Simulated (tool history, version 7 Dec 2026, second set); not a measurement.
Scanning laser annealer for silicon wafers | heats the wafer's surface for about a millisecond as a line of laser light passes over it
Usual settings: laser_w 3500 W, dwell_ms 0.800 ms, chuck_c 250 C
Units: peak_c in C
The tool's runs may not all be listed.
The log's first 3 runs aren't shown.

run,day,laser_w,dwell_ms,chuck_c,hours of work since the window was cleaned,hours of work since the power meter was calibrated,hours of work since the optics were aligned,peak_c
4,2.946,3500,0.796,250,80,667,697,1028
5,4.158,3500,0.796,250,98,685,715,1025
6,5.175,3500,0.800,214,114,701,731,989
7,6.033,3641,0.800,250,127,714,744,1060
8,6.996,3641,0.800,250,141,728,758,1059
9,8.425,3500,0.800,250,163,750,780,1023
10,9.596,3500,0.800,250,181,767,798,1019
11,10.904,3500,0.800,250,200,787,817,1021
12,12.371,3500,0.800,250,223,809,839,1017
13,13.508,3500,0.800,250,240,827,857,1016
14,14.538,3500,0.800,250,255,842,872,1021
15,15.967,3500,0.800,250,277,864,894,1018
16,16.725,3500,0.800,250,288,875,905,1017
17,18.058,3500,0.800,250,308,895,925,1011
18,18.721,3500,0.800,250,318,905,935,1013
19,19.492,3500,0.800,250,330,917,947,1013
20,20.575,3500,0.800,250,346,933,963,1013
21,21.238,3500,0.800,250,356,943,973,1014
22,22.062,3563,0.980,250,369,956,986,1107
23,22.712,3563,0.980,250,379,966,996,1103
24,24.008,3500,0.610,228,398,985,1015,897

Run 25 comes next. What will it give?
25,25.425,3500,0.741,214,420,1007,1037,?

Run 25 gave peak_c 948 C.
Without the tool's hidden state the same run would have given peak_c 984 C.
